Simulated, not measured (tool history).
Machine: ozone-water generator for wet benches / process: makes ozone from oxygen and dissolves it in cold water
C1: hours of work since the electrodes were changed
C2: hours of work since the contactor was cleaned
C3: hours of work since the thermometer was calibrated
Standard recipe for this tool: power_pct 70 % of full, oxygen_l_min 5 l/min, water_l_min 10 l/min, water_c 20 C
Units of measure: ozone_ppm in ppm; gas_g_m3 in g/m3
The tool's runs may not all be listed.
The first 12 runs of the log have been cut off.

run 13 hour=1860 | power_pct=70 oxygen_l_min=5 water_l_min=10 water_c=20 | C1=7495 C2=5741 C3=3016 | ozone_ppm=19.6 gas_g_m3=125.6
run 14 hour=1994.4 | power_pct=70 oxygen_l_min=5 water_l_min=10 water_c=20 | C1=7598 C2=5844 C3=3119 | ozone_ppm=19.5 gas_g_m3=125.8
run 15 hour=2132.6 | power_pct=70 oxygen_l_min=5 water_l_min=10 water_c=20 | C1=7704 C2=5951 C3=3226 | ozone_ppm=19.4 gas_g_m3=124.6
run 16 hour=2285 | power_pct=70 oxygen_l_min=5 water_l_min=10 water_c=20 | C1=7821 C2=6068 C3=3343 | ozone_ppm=19.4 gas_g_m3=123.8
-- hour=2413.4 contactor cleaned
run 17 hour=2487 | power_pct=57 oxygen_l_min=5 water_l_min=10 water_c=20 | C1=7973 C2=57 C3=3495 | ozone_ppm=17.4 gas_g_m3=110.8
run 18 hour=2667.1 | power_pct=57 oxygen_l_min=5 water_l_min=10 water_c=20 | C1=8112 C2=195 C3=3633 | ozone_ppm=17.5 gas_g_m3=109.3
run 19 hour=2792.5 | power_pct=57 oxygen_l_min=4.38 water_l_min=11 water_c=20 | C1=8208 C2=291 C3=3729 | ozone_ppm=16.6 gas_g_m3=115.3
run 20 hour=2921 | power_pct=77 oxygen_l_min=5 water_l_min=8 water_c=20 | C1=8306 C2=390 C3=3828 | ozone_ppm=22.5 gas_g_m3=128.5
run 21 hour=3122.3 | power_pct=67 oxygen_l_min=5 water_l_min=14 water_c=18 | C1=8461 C2=544 C3=3982 | ozone_ppm=16.2 gas_g_m3=118.6
-- hour=3137.5 water thermometer calibrated
run 22 hour=3216.4 | power_pct=43 oxygen_l_min=5 water_l_min=14 water_c=23 | C1=8533 C2=616 C3=61 | ozone_ppm=11.5 gas_g_m3=93
run 23 hour=3375.2 | power_pct=42 oxygen_l_min=5 water_l_min=14 water_c=25 | C1=8655 C2=738 C3=183 | ozone_ppm=11 gas_g_m3=91.5
run 24 hour=3522.3 | power_pct=42 oxygen_l_min=5 water_l_min=14 water_c=25 | C1=8768 C2=851 C3=295 | ozone_ppm=11 gas_g_m3=91.3
run 25 hour=3703.2 | power_pct=42 oxygen_l_min=5 water_l_min=14 water_c=25 | C1=8907 C2=990 C3=434 | ozone_ppm=10.9 gas_g_m3=90.6
run 26 hour=3830.2 | power_pct=70 oxygen_l_min=5.98 water_l_min=10 water_c=20 | C1=9004 C2=1087 C3=532 | ozone_ppm=18.3 gas_g_m3=107.8
run 27 hour=3990.8 | power_pct=84 oxygen_l_min=4.11 water_l_min=11 water_c=22 | C1=9127 C2=1211 C3=655 | ozone_ppm=19 gas_g_m3=143.2
run 28 hour=4131.5 | power_pct=55 oxygen_l_min=5 water_l_min=10 water_c=15 | C1=9235 C2=1319 C3=763 | ozone_ppm=17.9 gas_g_m3=103.4
-- hour=4289.6 water thermometer calibrated, once more
run 29 hour=4325.2 | power_pct=55 oxygen_l_min=5 water_l_min=10 water_c=22 | C1=9384 C2=1467 C3=27 | ozone_ppm=15.6 gas_g_m3=102.3
run 30 hour=4534.7 | power_pct=70 oxygen_l_min=3.39 water_l_min=12 water_c=21 | C1=9545 C2=1628 C3=188 | ozone_ppm=16.4 gas_g_m3=138.8
run 31 hour=4722.2 | power_pct=70 oxygen_l_min=3.39 water_l_min=12 water_c=21 | C1=9689 C2=1772 C3=332 | ozone_ppm=15.9 gas_g_m3=137.1
run 32 hour=4855.8 | power_pct=70 oxygen_l_min=3.39 water_l_min=7 water_c=27 | C1=9791 C2=1874 C3=435 | ozone_ppm=19.2 gas_g_m3=138.1
run 33 hour=4977.3 | power_pct=73 oxygen_l_min=7.52 water_l_min=10 water_c=20 | C1=9884 C2=1968 C3=528 | ozone_ppm=17.5 gas_g_m3=96.3

3 ways to go on from here, each from the tool as it stands after run 33. What would each give?
run A hour=5176.7 | power_pct=95 oxygen_l_min=5 water_l_min=7 water_c=15 | C1=10038 C2=2121 C3=681 | ozone_ppm=? gas_g_m3=?
run B hour=5176.7 | power_pct=73 oxygen_l_min=7.52 water_l_min=14 water_c=16 | C1=10038 C2=2121 C3=681 | ozone_ppm=? gas_g_m3=?
run C hour=5176.7 | power_pct=70 oxygen_l_min=4.79 water_l_min=10 water_c=16 | C1=10038 C2=2121 C3=681 | ozone_ppm=? gas_g_m3=?

run=A ozone_ppm=27.4 gas_g_m3=132.9
run=B ozone_ppm=16 gas_g_m3=95.7
run=C ozone_ppm=19.4 gas_g_m3=115.9
Take away the tool's hidden state, keep each run's random variation, and the runs would have read:
run=A ozone_ppm=41.9 gas_g_m3=200.4
run=B ozone_ppm=23.2 gas_g_m3=136.9
run=C ozone_ppm=27.8 gas_g_m3=164.1

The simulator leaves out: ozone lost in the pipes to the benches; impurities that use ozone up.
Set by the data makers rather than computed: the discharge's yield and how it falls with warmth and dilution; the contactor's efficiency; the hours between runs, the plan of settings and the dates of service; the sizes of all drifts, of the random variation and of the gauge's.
